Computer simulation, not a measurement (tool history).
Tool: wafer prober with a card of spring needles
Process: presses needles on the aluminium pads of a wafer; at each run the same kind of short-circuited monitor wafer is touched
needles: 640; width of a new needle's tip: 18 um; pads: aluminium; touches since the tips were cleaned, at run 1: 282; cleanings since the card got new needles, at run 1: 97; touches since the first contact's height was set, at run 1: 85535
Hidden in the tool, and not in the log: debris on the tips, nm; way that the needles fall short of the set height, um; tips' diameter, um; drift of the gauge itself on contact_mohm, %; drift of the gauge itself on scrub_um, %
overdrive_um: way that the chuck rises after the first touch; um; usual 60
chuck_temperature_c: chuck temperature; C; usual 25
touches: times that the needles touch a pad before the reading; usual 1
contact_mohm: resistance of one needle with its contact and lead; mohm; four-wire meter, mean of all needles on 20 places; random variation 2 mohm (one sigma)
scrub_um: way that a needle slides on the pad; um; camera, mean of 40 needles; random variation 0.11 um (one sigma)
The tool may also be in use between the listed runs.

| run | hour | overdrive_um | chuck_temperature_c | touches | touches since the tips were cleaned | cleanings since the card got new needles | touches since the first contact's height was set | contact_mohm | scrub_um |
|---|---|---|---|---|---|---|---|---|---|
| 1 | 0.0 | 60 | 25 | 1 | 282 | 97 | 85535 | 238 | 13.62 |
|  | 2.2 | tips cleaned on abrasive film |
|  | 4.8 | tips cleaned on abrasive film |
|  | 7.5 | tips cleaned on abrasive film |
|  | 9.7 | tips cleaned on abrasive film |
|  | 12.4 | tips cleaned on abrasive film |
|  | 15.0 | tips cleaned on abrasive film |
|  | 16.4 | height of the first contact set anew |
|  | 18.0 | tips cleaned on abrasive film |
|  | 20.2 | tips cleaned on abrasive film |
|  | 22.9 | tips cleaned on abrasive film |
|  | 25.5 | tips cleaned on abrasive film |
|  | 28.2 | tips cleaned on abrasive film |
|  | 30.9 | tips cleaned on abrasive film |
|  | 33.1 | tips cleaned on abrasive film |
|  | 35.7 | tips cleaned on abrasive film |
|  | 38.4 | tips cleaned on abrasive film |
|  | 41.1 | tips cleaned on abrasive film |
| 2 | 42.1 | 60 | 25 | 1 | 745 | 113 | 18571 | 269 | 14.03 |
|  | 43.7 | tips cleaned on abrasive film |
|  | 46.4 | tips cleaned on abrasive film |
|  | 49.1 | tips cleaned on abrasive film |
|  | 51.8 | tips cleaned on abrasive film |
|  | 54.5 | tips cleaned on abrasive film |
|  | 57.1 | tips cleaned on abrasive film |
|  | 59.8 | tips cleaned on abrasive film |
|  | 62.5 | tips cleaned on abrasive film |
|  | 65.2 | tips cleaned on abrasive film |
|  | 67.3 | tips cleaned on abrasive film |
|  | 70.0 | tips cleaned on abrasive film |
| 3 | 72.1 | 73 | 25 | 1 | 1540 | 124 | 40262 | 271 | 16.93 |
|  | 72.7 | tips cleaned on abrasive film |
|  | 75.4 | tips cleaned on abrasive film |
|  | 78.0 | tips cleaned on abrasive film |
|  | 80.7 | tips cleaned on abrasive film |
|  | 83.4 | tips cleaned on abrasive film |
|  | 86.1 | tips cleaned on abrasive film |
|  | 88.8 | tips cleaned on abrasive film |
|  | 91.4 | tips cleaned on abrasive film |
|  | 93.6 | tips cleaned on abrasive film |
|  | 96.3 | tips cleaned on abrasive film |
|  | 99.0 | tips cleaned on abrasive film |
|  | 101.6 | tips cleaned on abrasive film |
|  | 104.3 | tips cleaned on abrasive film |
|  | 107.0 | tips cleaned on abrasive film |
|  | 109.7 | tips cleaned on abrasive film |
|  | 112.4 | tips cleaned on abrasive film |
|  | 115.0 | tips cleaned on abrasive film |
|  | 117.7 | tips cleaned on abrasive film |
|  | 120.4 | tips cleaned on abrasive film |
|  | 123.1 | tips cleaned on abrasive film |
|  | 125.7 | tips cleaned on abrasive film |
|  | 128.4 | tips cleaned on abrasive film |
|  | 131.1 | tips cleaned on abrasive film |
| 4 | 132.6 | 73 | 25 | 1 | 1140 | 147 | 84029 | 266 | 16.47 |
|  | 133.8 | tips cleaned on abrasive film |
|  | 135.9 | tips cleaned on abrasive film |
|  | 138.6 | tips cleaned on abrasive film |
|  | 141.3 | tips cleaned on abrasive film |
|  | 144.0 | tips cleaned on abrasive film |
|  | 146.6 | tips cleaned on abrasive film |
|  | 149.3 | tips cleaned on abrasive film |
|  | 150.6 | height of the first contact set anew |
|  | 152.3 | tips cleaned on abrasive film |
|  | 155.0 | tips cleaned on abrasive film |
|  | 157.6 | tips cleaned on abrasive film |
|  | 160.3 | tips cleaned on abrasive film |
|  | 163.0 | tips cleaned on abrasive film |
|  | 165.7 | tips cleaned on abrasive film |
|  | 168.4 | tips cleaned on abrasive film |
|  | 171.0 | tips cleaned on abrasive film |
|  | 173.7 | tips cleaned on abrasive film |
|  | 176.4 | tips cleaned on abrasive film |
|  | 179.1 | tips cleaned on abrasive film |
|  | 181.8 | tips cleaned on abrasive film |
|  | 184.1 | tips cleaned on abrasive film |
| 5 | 184.1 | 60 | 25 | 1 | 0 | 167 | 24154 | 229 | 13.94 |
|  | 186.8 | tips cleaned on abrasive film |
|  | 188.9 | tips cleaned on abrasive film |
|  | 191.6 | tips cleaned on abrasive film |
|  | 194.3 | tips cleaned on abrasive film |
|  | 197.0 | tips cleaned on abrasive film |
|  | 199.7 | tips cleaned on abrasive film |
|  | 202.3 | tips cleaned on abrasive film |
|  | 204.5 | tips cleaned on abrasive film |
|  | 207.2 | tips cleaned on abrasive film |
|  | 209.9 | tips cleaned on abrasive film |
|  | 212.0 | tips cleaned on abrasive film |
|  | 214.7 | tips cleaned on abrasive film |
|  | 217.4 | tips cleaned on abrasive film |
|  | 220.1 | tips cleaned on abrasive film |
|  | 222.7 | tips cleaned on abrasive film |
|  | 225.4 | tips cleaned on abrasive film |
|  | 227.6 | tips cleaned on abrasive film |
|  | 230.3 | tips cleaned on abrasive film |
|  | 232.9 | tips cleaned on abrasive film |
| 6 | 234.6 | 74 | 25 | 1 | 1257 | 186 | 60674 | 272 | 17.14 |
|  | 235.2 | tips cleaned on abrasive film |
|  | 237.9 | tips cleaned on abrasive film |
|  | 240.6 | tips cleaned on abrasive film |
|  | 243.3 | tips cleaned on abrasive film |
|  | 245.9 | tips cleaned on abrasive film |
|  | 248.6 | tips cleaned on abrasive film |
|  | 250.8 | tips cleaned on abrasive film |
|  | 253.5 | tips cleaned on abrasive film |
|  | 256.1 | tips cleaned on abrasive film |
|  | 258.3 | tips cleaned on abrasive film |
|  | 261.0 | tips cleaned on abrasive film |
|  | 263.7 | tips cleaned on abrasive film |
|  | 266.3 | tips cleaned on abrasive film |
|  | 269.0 | tips cleaned on abrasive film |
|  | 271.2 | tips cleaned on abrasive film |
|  | 273.9 | tips cleaned on abrasive film |
|  | 276.5 | tips cleaned on abrasive film |
|  | 279.2 | tips cleaned on abrasive film |
|  | 281.9 | tips cleaned on abrasive film |
|  | 284.6 | tips cleaned on abrasive film |
|  | 285.4 | height of the first contact set anew |
|  | 287.0 | tips cleaned on abrasive film |
|  | 289.7 | tips cleaned on abrasive film |
|  | 291.9 | tips cleaned on abrasive film |
|  | 294.6 | tips cleaned on abrasive film |
|  | 297.2 | tips cleaned on abrasive film |
|  | 299.9 | tips cleaned on abrasive film |
| 7 | 301.6 | 74 | 25 | 1 | 1255 | 212 | 11718 | 271 | 17.28 |
|  | 302.2 | tips cleaned on abrasive film |
|  | 304.9 | tips cleaned on abrasive film |
|  | 307.6 | tips cleaned on abrasive film |
|  | 310.2 | tips cleaned on abrasive film |
|  | 312.9 | tips cleaned on abrasive film |
|  | 315.6 | tips cleaned on abrasive film |
|  | 318.3 | tips cleaned on abrasive film |
|  | 321.0 | tips cleaned on abrasive film |
|  | 323.6 | tips cleaned on abrasive film |
|  | 326.3 | tips cleaned on abrasive film |
|  | 329.0 | tips cleaned on abrasive film |
| 8 | 330.9 | 65 | 52 | 2 | 1444 | 223 | 32927 | 269 | 15.08 |
|  | 331.5 | tips cleaned on abrasive film |
|  | 334.2 | tips cleaned on abrasive film |
|  | 336.9 | tips cleaned on abrasive film |
|  | 339.1 | tips cleaned on abrasive film |
|  | 341.7 | tips cleaned on abrasive film |
|  | 344.4 | tips cleaned on abrasive film |
|  | 347.1 | tips cleaned on abrasive film |
|  | 349.3 | tips cleaned on abrasive film |
|  | 351.9 | tips cleaned on abrasive film |
|  | 354.6 | tips cleaned on abrasive film |
|  | 356.8 | tips cleaned on abrasive film |
|  | 359.5 | tips cleaned on abrasive film |
|  | 361.9 | tips cleaned on abrasive film |
| 9 | 361.9 | 65 | 60 | 1 | 0 | 236 | 55215 | 233 | 14.86 |
|  | 364.0 | tips cleaned on abrasive film |
|  | 366.7 | tips cleaned on abrasive film |
|  | 369.4 | tips cleaned on abrasive film |
|  | 372.1 | tips cleaned on abrasive film |
|  | 374.2 | tips cleaned on abrasive film |
|  | 376.9 | tips cleaned on abrasive film |
|  | 379.6 | tips cleaned on abrasive film |
|  | 382.3 | tips cleaned on abrasive film |
|  | 385.0 | tips cleaned on abrasive film |
|  | 387.6 | tips cleaned on abrasive film |
|  | 390.3 | tips cleaned on abrasive film |
| 10 | 391.4 | 65 | 60 | 1 | 783 | 247 | 76537 | 279 | 14.67 |

Forecast run 11:
|  | 392.5 | tips cleaned on abrasive film |
|  | 395.2 | tips cleaned on abrasive film |
|  | 397.9 | tips cleaned on abrasive film |
|  | 400.6 | tips cleaned on abrasive film |
|  | 403.2 | tips cleaned on abrasive film |
|  | 405.9 | tips cleaned on abrasive film |
|  | 408.6 | tips cleaned on abrasive film |
|  | 410.8 | tips cleaned on abrasive film |
|  | 413.4 | tips cleaned on abrasive film |
|  | 416.1 | tips cleaned on abrasive film |
|  | 418.8 | tips cleaned on abrasive film |
|  | 420.1 | height of the first contact set anew |
|  | 421.3 | tips cleaned on abrasive film |
|  | 423.9 | tips cleaned on abrasive film |
|  | 426.6 | tips cleaned on abrasive film |
|  | 429.3 | tips cleaned on abrasive film |
|  | 432.0 | tips cleaned on abrasive film |
|  | 434.7 | tips cleaned on abrasive film |
|  | 437.3 | tips cleaned on abrasive film |
|  | 439.5 | tips cleaned on abrasive film |
|  | 442.2 | tips cleaned on abrasive film |
|  | 444.9 | tips cleaned on abrasive film |
|  | 447.5 | tips cleaned on abrasive film |
| 11 | 448.8 | 73 | 25 | 2 | 974 | 269 | 20737 | ? | ? |

{"run 11": {"contact_mohm": 248, "scrub_um": 17.0}}
Without the tool's hidden state the same run would have given contact_mohm 209 mohm, scrub_um 17.14 um.
